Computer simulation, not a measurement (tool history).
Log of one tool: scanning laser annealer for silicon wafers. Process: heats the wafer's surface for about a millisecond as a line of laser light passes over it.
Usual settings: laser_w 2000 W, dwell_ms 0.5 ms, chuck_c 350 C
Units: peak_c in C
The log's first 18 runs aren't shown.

| run | hour | laser_w | dwell_ms | chuck_c | peak_c |
|---|---|---|---|---|---|
| 19 | 693.8 | 2000 | 0.563 | 350 | 1106 |
| 20 | 728.9 | 2000 | 0.563 | 350 | 1104 |
| 21 | 774.6 | 2000 | 0.563 | 350 | 1103 |
|  | 812.9 | optics aligned, line set to its width |
| 22 | 819.5 | 2000 | 0.563 | 350 | 1107 |
| 23 | 870 | 2000 | 0.563 | 350 | 1107 |
| 24 | 893.2 | 2000 | 0.563 | 350 | 1106 |
| 25 | 937.5 | 2000 | 0.5 | 366 | 1079 |
|  | 981.3 | window over the wafer cleaned |
| 26 | 990.3 | 2000 | 0.5 | 366 | 1102 |
| 27 | 1040.4 | 2000 | 0.5 | 366 | 1098 |
| 28 | 1067.4 | 2042 | 0.5 | 353 | 1100 |
| 29 | 1100.5 | 2165 | 0.408 | 363 | 1079 |
| 30 | 1146.8 | 1950 | 0.431 | 350 | 1016 |
| 31 | 1185.5 | 2000 | 0.5 | 385 | 1113 |
| 32 | 1237.1 | 2000 | 0.392 | 385 | 1031 |
| 33 | 1282.2 | 2000 | 0.392 | 385 | 1031 |
| 34 | 1312.7 | 1942 | 0.392 | 385 | 1010 |
| 35 | 1366.5 | 2105 | 0.5 | 336 | 1094 |
| 36 | 1406.1 | 2070 | 0.41 | 372 | 1049 |
| 37 | 1434.5 | 2070 | 0.41 | 372 | 1048 |
| 38 | 1479.8 | 2070 | 0.41 | 372 | 1048 |
| 39 | 1523.8 | 2177 | 0.565 | 362 | 1184 |
| 40 | 1548.4 | 1746 | 0.363 | 349 | 886 |

Forecast each of these 5 alternatives for the next run:
| A | 1596.5 | 1746 | 0.519 | 381 | ? |
| B | 1596.5 | 2000 | 0.413 | 377 | ? |
| C | 1596.5 | 2089 | 0.363 | 349 | ? |
| D | 1596.5 | 2157 | 0.401 | 312 | ? |
| E | 1596.5 | 1746 | 0.363 | 376 | ? |

| run | peak_c |
|---|---|
| A | 1017 |
| B | 1027 |
| C | 986 |
| D | 1004 |
| E | 912 |
Without the tool's hidden state the same runs would have given:
| run | peak_c |
|---|---|
| A | 1036 |
| B | 1046 |
| C | 1004 |
| D | 1023 |
| E | 928 |
